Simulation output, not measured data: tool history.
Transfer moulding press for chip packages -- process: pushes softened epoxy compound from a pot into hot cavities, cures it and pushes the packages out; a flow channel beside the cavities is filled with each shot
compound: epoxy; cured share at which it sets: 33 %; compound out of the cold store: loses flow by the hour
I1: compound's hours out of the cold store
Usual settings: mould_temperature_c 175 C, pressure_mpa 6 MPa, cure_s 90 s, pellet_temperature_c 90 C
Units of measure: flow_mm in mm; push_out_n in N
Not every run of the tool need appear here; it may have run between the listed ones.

Run 1, hour 0: usual settings; I1 45.2. Result: flow_mm 502 mm, push_out_n 607 N.
At hour 14.8: cavities cleaned with cleaning compound and waxed.
At hour 55.6: plunger's sealing rings changed.
At hour 76.6: cavities cleaned with cleaning compound and waxed.
Run 2, hour 99.1: usual settings; I1 46.8. Result: flow_mm 529 mm, push_out_n 513 N.
At hour 137: cavities cleaned with cleaning compound and waxed.
Run 3, hour 188: usual settings; I1 13.9. Result: flow_mm 599 mm, push_out_n 634 N.
At hour 196.8: cavities cleaned with cleaning compound and waxed.
At hour 258.2: cavities cleaned with cleaning compound and waxed.
Run 4, hour 265.4: usual settings; I1 40.9. Result: flow_mm 530 mm, push_out_n 434 N.
At hour 317.3: cavities cleaned with cleaning compound and waxed.
At hour 323.7: cavities cleaned with cleaning compound and waxed, once more.
Run 5, hour 323.7: usual settings; I1 18. Result: flow_mm 581 mm, push_out_n 397 N.
At hour 383.6: cavities cleaned with cleaning compound and waxed.
Run 6, hour 412.3: usual settings; I1 9. Result: flow_mm 600 mm, push_out_n 575 N.
At hour 445.8: cavities cleaned with cleaning compound and waxed.
Run 7, hour 481: usual settings; I1 47. Result: flow_mm 503 mm, push_out_n 579 N.
At hour 508: cavities cleaned with cleaning compound and waxed.
At hour 565.4: cavities cleaned with cleaning compound and waxed.
Run 8, hour 573.6: usual settings; I1 45.2. Result: flow_mm 508 mm, push_out_n 429 N.
At hour 622.6: cavities cleaned with cleaning compound and waxed.
Run 9, hour 667.6: usual settings but pressure_mpa 7.12 MPa; I1 12.9. Result: flow_mm 626 mm, push_out_n 638 N.
At hour 683.9: plunger's sealing rings changed.
At hour 685.4: cavities cleaned with cleaning compound and waxed.
At hour 749.4: cavities cleaned with cleaning compound and waxed.
Run 10, hour 758.4: usual settings but cure_s 104 s; I1 43.9. Result: flow_mm 526 mm, push_out_n 399 N.
At hour 810.7: cavities cleaned with cleaning compound and waxed.
Run 11, hour 830.6: usual settings but cure_s 104 s; I1 29.9. Result: flow_mm 559 mm, push_out_n 448 N.
At hour 869.5: cavities cleaned with cleaning compound and waxed.
Run 12, hour 887.9: usual settings but cure_s 104 s; I1 46.7. Result: flow_mm 516 mm, push_out_n 430 N.
At hour 932.6: cavities cleaned with cleaning compound and waxed.
Run 13, hour 940.9: usual settings but cure_s 104 s; I1 12.4. Result: flow_mm 590 mm, push_out_n 388 N.
At hour 997.1: mould's thermocouples calibrated.
At hour 998.6: cavities cleaned with cleaning compound and waxed.
Run 14, hour 1022.3: usual settings but cure_s 104 s; I1 42.2. Result: flow_mm 521 mm, push_out_n 487 N.
At hour 1058.5: cavities cleaned with cleaning compound and waxed.
At hour 1116.1: cavities cleaned with cleaning compound and waxed.
Run 15, hour 1116.1: usual settings but cure_s 104 s; I1 45.6. Result: flow_mm 506 mm, push_out_n 334 N.
At hour 1177.7: cavities cleaned with cleaning compound and waxed.
Run 16, hour 1197.8: usual settings but cure_s 104 s; I1 43.7. Result: flow_mm 510 mm, push_out_n 452 N.
At hour 1237: cavities cleaned with cleaning compound and waxed.
At hour 1294.4: cavities cleaned with cleaning compound and waxed.
Run 17, hour 1294.4: usual settings but mould_temperature_c 167 C; I1 36. Result: flow_mm 528 mm, push_out_n 623 N.
At hour 1307.9: plunger's sealing rings changed.
At hour 1354.2: cavities cleaned with cleaning compound and waxed.
Run 18, hour 1363.6: usual settings but mould_temperature_c 167 C, pressure_mpa 5.76 MPa, cure_s 93 s; I1 47.6. Result: flow_mm 515 mm, push_out_n 681 N.
At hour 1415.1: cavities cleaned with cleaning compound and waxed.
Run 19, hour 1438.7: usual settings but mould_temperature_c 167 C, pressure_mpa 5.76 MPa, cure_s 93 s; I1 22.5. Result: flow_mm 571 mm, push_out_n 840 N.
At hour 1474.1: cavities cleaned with cleaning compound and waxed.
Run 20, hour 1508.6: usual settings but mould_temperature_c 167 C, pressure_mpa 5.76 MPa, cure_s 93 s; I1 29.5. Result: flow_mm 550 mm, push_out_n 890 N.
At hour 1533.5: cavities cleaned with cleaning compound and waxed.
Run 21, hour 1587.5: usual settings but pressure_mpa 6.34 MPa, pellet_temperature_c 83 C; I1 13.6. Result: flow_mm 602 mm, push_out_n 647 N.
At hour 1596.4: cavities cleaned with cleaning compound and waxed.
At hour 1655.5: cavities cleaned with cleaning compound and waxed.
Run 22, hour 1685.2: usual settings but mould_temperature_c 179 C, pressure_mpa 5.69 MPa, pellet_temperature_c 85 C; I1 21.8. Result: flow_mm 545 mm, push_out_n 500 N.
At hour 1714.8: cavities cleaned with cleaning compound and waxed.
Run 23, hour 1733.1: usual settings but mould_temperature_c 168 C, pressure_mpa 6.2 MPa, pellet_temperature_c 85 C; I1 12.9. Result: flow_mm 606 mm, push_out_n 823 N.

Alternative continuations, all from the tool just after run 23; predict every row:
At hour 1775.8: cavities cleaned with cleaning compound and waxed.
Run A, hour 1792.2: usual settings but mould_temperature_c 167 C, pressure_mpa 6.2 MPa, cure_s 126 s, pellet_temperature_c 86 C; I1 46.5. Result: flow_mm ?, push_out_n ?.
At hour 1775.8: cavities cleaned with cleaning compound and waxed.
Run B, hour 1792.2: usual settings but mould_temperature_c 172 C, pressure_mpa 5.01 MPa, pellet_temperature_c 84 C; I1 46.5. Result: flow_mm ?, push_out_n ?.
At hour 1775.8: cavities cleaned with cleaning compound and waxed.
Run C, hour 1792.2: usual settings but mould_temperature_c 179 C, pressure_mpa 5.49 MPa, pellet_temperature_c 92 C; I1 16.7. Result: flow_mm ?, push_out_n ?.
At hour 1775.8: cavities cleaned with cleaning compound and waxed.
Run D, hour 1792.2: usual settings but cure_s 83 s; I1 43.6. Result: flow_mm ?, push_out_n ?.

run  flow_mm  push_out_n
  A      521         451
  B      461         584
  C      543         440
  D      508         537
What these runs would have given with no unlogged condition in the tool:
run  flow_mm  push_out_n
  A      545         348
  B      482         454
  C      567         338
  D      531         417
